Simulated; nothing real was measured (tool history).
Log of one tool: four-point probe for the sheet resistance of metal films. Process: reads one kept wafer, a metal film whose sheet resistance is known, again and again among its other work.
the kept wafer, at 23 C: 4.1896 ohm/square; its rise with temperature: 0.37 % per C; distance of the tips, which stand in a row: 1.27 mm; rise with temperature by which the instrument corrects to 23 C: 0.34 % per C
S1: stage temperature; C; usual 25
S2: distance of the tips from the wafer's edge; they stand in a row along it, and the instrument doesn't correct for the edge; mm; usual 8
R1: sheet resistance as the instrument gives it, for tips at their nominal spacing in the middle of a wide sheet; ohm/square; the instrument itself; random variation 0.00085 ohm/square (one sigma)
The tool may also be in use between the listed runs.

run    hour  S1  S2        R1
  1       0  25   8  4.247695
  2    33.5  25   8  4.247028
  3    85.3  25   8  4.247469
  4   130.4  25   8  4.247578
  5   165.3  25   8  4.245263
  6   208.4  25   8  4.248637
  7   261.8  25   8   4.24772
  8     305  25   8  4.246106
  9   344.6  25  34  4.194599
 10     395  25  34  4.195037
 11   455.3  25   8  4.247238
 12   499.9  25   8  4.248265
 13   552.7  25   8  4.246059
 14     592  25   8  4.247063
 15   630.9  25   8  4.247508
 16   686.4  25   8   4.24677
 17   732.1  25   8  4.247536
 18   781.9  25  28  4.194822
 19   808.6  25  28  4.195177
 20   835.6  25   8  4.246823
 21   893.4  25   8  4.246916
 22   943.2  34   8  4.254581
 23   981.2  19  66  4.186213
 24  1014.8  35   3   4.56652
 25  1074.7  29  15   4.21073
 26  1117.6  18   6   4.28319
 27  1160.3  22  40  4.191433
 28  1220.2  25  25  4.196924
 29  1262.4  25  25  4.197007
 30  1308.2  34  35  4.203384
     1334.8  -- stage's thermometer calibrated
 31  1334.8  31  67  4.196885
 32  1370.6  24  25  4.196352
 33  1428.7  24   9  4.236221
 34  1465.1  24   9  4.234064
 35  1515.1  24   9  4.234951
 36  1555.2  31   3  4.562542
 37  1611.1  20  59  4.188126
     1633.8  -- new probe head fitted
 38  1671.6  20  59   4.18685
 39  1699.8  27   7  4.267419
 40  1743.8  32  52  4.199107
 41  1775.4  22   8  4.243962
 42  1822.4  21  16  4.202081
 43  1875.5  25   8  4.247814
 44  1901.4  27   5  4.335065

4 ways to go on from here, each from the tool as it stands after run 44. What would each give?
  A  1932.2  25  12   ?
  B  1932.2  25  66   ?
  C  1932.2  19  26   ?
  D  1932.2  21  46   ?

run        R1
  A  4.217015
  B  4.194073
  C  4.190776
  D   4.18946
Without the tool's hidden state the same runs would have given:
run        R1
  A  4.216959
  B  4.194017
  C  4.190721
  D  4.189405
